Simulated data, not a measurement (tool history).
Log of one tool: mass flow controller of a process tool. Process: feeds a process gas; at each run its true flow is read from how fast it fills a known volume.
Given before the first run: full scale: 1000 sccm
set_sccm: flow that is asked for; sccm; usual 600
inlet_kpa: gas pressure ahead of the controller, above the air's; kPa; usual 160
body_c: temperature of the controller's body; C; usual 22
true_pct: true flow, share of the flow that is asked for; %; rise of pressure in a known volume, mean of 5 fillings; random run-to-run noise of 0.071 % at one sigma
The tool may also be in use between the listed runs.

run 1 hour=0.0 | set_sccm=600 inlet_kpa=160 body_c=22 | true_pct=99.52
run 2 hour=249.6 | set_sccm=600 inlet_kpa=160 body_c=22 | true_pct=99.53
run 3 hour=647.2 | set_sccm=600 inlet_kpa=160 body_c=22 | true_pct=99.46
run 4 hour=915.4 | set_sccm=600 inlet_kpa=160 body_c=22 | true_pct=99.44
run 5 hour=1284.4 | set_sccm=600 inlet_kpa=160 body_c=22 | true_pct=99.44
run 6 hour=1715.2 | set_sccm=600 inlet_kpa=160 body_c=22 | true_pct=99.45
run 7 hour=1901.5 | set_sccm=600 inlet_kpa=262 body_c=22 | true_pct=98.82
run 8 hour=2303.7 | set_sccm=600 inlet_kpa=160 body_c=23 | true_pct=99.57
run 9 hour=2628.9 | set_sccm=600 inlet_kpa=160 body_c=23 | true_pct=99.67
run 10 hour=2876.4 | set_sccm=600 inlet_kpa=160 body_c=22 | true_pct=99.46
run 11 hour=3118.1 | set_sccm=600 inlet_kpa=160 body_c=22 | true_pct=99.47
run 12 hour=3567.4 | set_sccm=600 inlet_kpa=160 body_c=34 | true_pct=100.81
run 13 hour=3954.9 | set_sccm=600 inlet_kpa=160 body_c=23 | true_pct=99.61
run 14 hour=4201.5 | set_sccm=600 inlet_kpa=160 body_c=23 | true_pct=99.61
-- hour=4245.2 controller exchanged for a calibrated one
run 15 hour=4411.2 | set_sccm=600 inlet_kpa=160 body_c=22 | true_pct=99.56
run 16 hour=4697.4 | set_sccm=600 inlet_kpa=160 body_c=22 | true_pct=99.43
run 17 hour=4911.9 | set_sccm=600 inlet_kpa=227 body_c=22 | true_pct=99.10
run 18 hour=5241.8 | set_sccm=600 inlet_kpa=243 body_c=22 | true_pct=98.89
run 19 hour=5442.3 | set_sccm=600 inlet_kpa=243 body_c=22 | true_pct=98.99
run 20 hour=5687.0 | set_sccm=600 inlet_kpa=243 body_c=22 | true_pct=99.03
run 21 hour=5961.3 | set_sccm=600 inlet_kpa=160 body_c=22 | true_pct=99.44
run 22 hour=6303.1 | set_sccm=600 inlet_kpa=160 body_c=29 | true_pct=100.30
run 23 hour=6503.4 | set_sccm=600 inlet_kpa=160 body_c=21 | true_pct=99.35
run 24 hour=6693.1 | set_sccm=166 inlet_kpa=160 body_c=25 | true_pct=99.41
run 25 hour=7014.6 | set_sccm=166 inlet_kpa=160 body_c=25 | true_pct=99.37
run 26 hour=7446.8 | set_sccm=663 inlet_kpa=188 body_c=25 | true_pct=99.79
run 27 hour=7667.3 | set_sccm=663 inlet_kpa=188 body_c=29 | true_pct=100.27
run 28 hour=7860.8 | set_sccm=663 inlet_kpa=188 body_c=29 | true_pct=100.36
run 29 hour=8083.8 | set_sccm=329 inlet_kpa=209 body_c=21 | true_pct=98.87
run 30 hour=8479.5 | set_sccm=789 inlet_kpa=252 body_c=38 | true_pct=101.06
run 31 hour=8834.8 | set_sccm=147 inlet_kpa=196 body_c=29 | true_pct=99.65
run 32 hour=9037.8 | set_sccm=147 inlet_kpa=196 body_c=29 | true_pct=99.72
run 33 hour=9365.0 | set_sccm=504 inlet_kpa=279 body_c=22 | true_pct=98.79
run 34 hour=9686.4 | set_sccm=577 inlet_kpa=170 body_c=20 | true_pct=99.19
-- hour=10009.3 controller's zero set anew
run 35 hour=10139.7 | set_sccm=280 inlet_kpa=209 body_c=39 | true_pct=101.03
run 36 hour=10506.5 | set_sccm=774 inlet_kpa=156 body_c=25 | true_pct=100.07
run 37 hour=10716.3 | set_sccm=600 inlet_kpa=160 body_c=22 | true_pct=99.50
run 38 hour=11010.5 | set_sccm=225 inlet_kpa=186 body_c=34 | true_pct=100.53
run 39 hour=11192.3 | set_sccm=164 inlet_kpa=144 body_c=27 | true_pct=99.83
run 40 hour=11396.9 | set_sccm=164 inlet_kpa=144 body_c=27 | true_pct=99.69
run 41 hour=11811.2 | set_sccm=164 inlet_kpa=144 body_c=27 | true_pct=99.72
run 42 hour=12140.3 | set_sccm=164 inlet_kpa=144 body_c=27 | true_pct=99.79
run 43 hour=12367.4 | set_sccm=164 inlet_kpa=144 body_c=27 | true_pct=99.66

Each row is a separate what-if for the run after 43, all from the same tool condition, not one after another. Results?
run A hour=12617.7 | set_sccm=371 inlet_kpa=191 body_c=30 | true_pct=?
run B hour=12617.7 | set_sccm=691 inlet_kpa=237 body_c=20 | true_pct=?
run C hour=12617.7 | set_sccm=952 inlet_kpa=160 body_c=38 | true_pct=?
run D hour=12617.7 | set_sccm=402 inlet_kpa=152 body_c=22 | true_pct=?
run E hour=12617.7 | set_sccm=508 inlet_kpa=144 body_c=29 | true_pct=?

run=A true_pct=100.12
run=B true_pct=98.99
run=C true_pct=101.65
run=D true_pct=99.34
run=E true_pct=100.24
Without the tool's unlogged condition, the same runs would have read:
run=A true_pct=100.10
run=B true_pct=98.97
run=C true_pct=101.63
run=D true_pct=99.33
run=E true_pct=100.23

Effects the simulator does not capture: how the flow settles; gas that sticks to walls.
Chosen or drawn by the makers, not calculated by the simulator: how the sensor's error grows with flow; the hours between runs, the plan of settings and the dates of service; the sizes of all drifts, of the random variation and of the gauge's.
